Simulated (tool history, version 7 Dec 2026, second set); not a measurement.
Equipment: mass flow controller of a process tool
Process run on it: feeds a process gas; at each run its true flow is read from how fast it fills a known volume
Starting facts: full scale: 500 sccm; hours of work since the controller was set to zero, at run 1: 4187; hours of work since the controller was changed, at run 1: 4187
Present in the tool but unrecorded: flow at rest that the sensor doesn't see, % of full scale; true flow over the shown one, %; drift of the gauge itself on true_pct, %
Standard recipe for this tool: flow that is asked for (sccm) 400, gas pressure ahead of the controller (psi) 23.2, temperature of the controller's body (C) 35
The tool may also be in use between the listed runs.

run,hour,flow that is asked for (sccm),gas pressure ahead of the controller (psi),temperature of the controller's body (C),hours of work since the controller was set to zero,hours of work since the controller was changed,true flow (%)
1,0.0,400,23.2,35,4187,4187,100.27
2,522.8,400,23.2,35,4445,4445,100.21
3,790.7,400,23.2,20,4578,4578,99.31
4,1028.1,400,23.2,35,4695,4695,100.31
5,1487.1,400,23.2,35,4922,4922,100.33
# hour 1633.1: controller's zero set anew
6,1731.5,400,23.2,35,49,5042,100.25
7,2133.3,400,23.2,35,247,5241,100.48
8,2629.7,243,23.2,35,492,5486,99.98
9,2958.7,243,23.2,35,655,5648,100.13
10,3403.3,243,23.2,25,874,5868,99.38
11,3812.6,272,23.2,35,1077,6070,100.06
12,4163.2,400,21.3,35,1250,6243,100.45
13,4468.1,400,23.2,22,1401,6394,99.90
14,4722.1,400,23.2,22,1526,6519,99.70
15,5180.1,88,23.2,35,1752,6746,99.69
16,5453.8,88,23.2,35,1887,6881,100.00
17,5705.2,88,23.2,35,2012,7005,99.78
18,6067.9,88,23.2,35,2191,7184,100.02
19,6606.8,400,23.2,35,2457,7450,100.69
20,7102.6,400,23.2,35,2702,7695,100.77
21,7651.1,400,23.2,36,2973,7966,100.67
22,8023.0,400,23.2,36,3157,8150,100.78
23,8547.2,400,30.9,38,3416,8409,101.43
24,9085.6,400,23.2,35,3682,8675,100.76
25,9543.6,400,23.2,35,3908,8901,100.91
26,9787.3,474,23.2,35,4028,9022,100.96
27,10266.8,241,21.0,24,4265,9259,99.83
28,10825.6,71,38.7,40,4541,9535,101.16
29,11172.1,71,38.7,40,4712,9706,101.19
30,11416.7,71,38.7,40,4833,9827,101.32
# hour 11745.5: controller's zero set anew
31,11961.6,73,23.2,30,107,10096,100.15
32,12487.0,73,23.2,30,366,10355,100.06
33,13045.2,73,23.2,37,642,10631,100.63
34,13308.6,73,21.2,38,772,10761,100.52
35,13793.4,73,21.2,38,1012,11000,100.62
36,14207.2,73,21.2,38,1216,11205,100.62
37,14563.8,400,23.2,27,1392,11381,100.86
38,15032.7,90,37.0,30,1624,11613,100.92
39,15479.4,400,32.9,35,1845,11833,101.83
# hour 15530.6: gauge calibrated
40,15756.5,167,30.7,35,1981,11970,100.08
41,16040.1,400,25.5,20,2122,12110,99.43
42,16282.1,313,20.5,35,2241,12230,99.97
43,16793.1,400,23.2,32,2494,12482,100.12
44,17149.6,400,32.9,20,2670,12658,99.79

Measured result minus the same run's result without the hidden state. Both carry the same run-to-run variation, though not necessarily the same gauge scatter:
run,true flow (%)
1,+0.00
2,+0.04
3,+0.06
4,+0.07
5,+0.12
6,+0.14
7,+0.16
8,+0.21
9,+0.23
10,+0.26
11,+0.30
12,+0.32
13,+0.35
14,+0.36
15,+0.39
16,+0.42
17,+0.43
18,+0.46
19,+0.52
20,+0.55
21,+0.60
22,+0.63
23,+0.67
24,+0.71
25,+0.75
26,+0.76
27,+0.79
28,+0.82
29,+0.84
30,+0.87
31,+0.93
32,+0.97
33,+1.01
34,+1.03
35,+1.07
36,+1.10
37,+1.14
38,+1.16
39,+1.22
40,+0.02
41,+0.04
42,+0.06
43,+0.10
44,+0.13
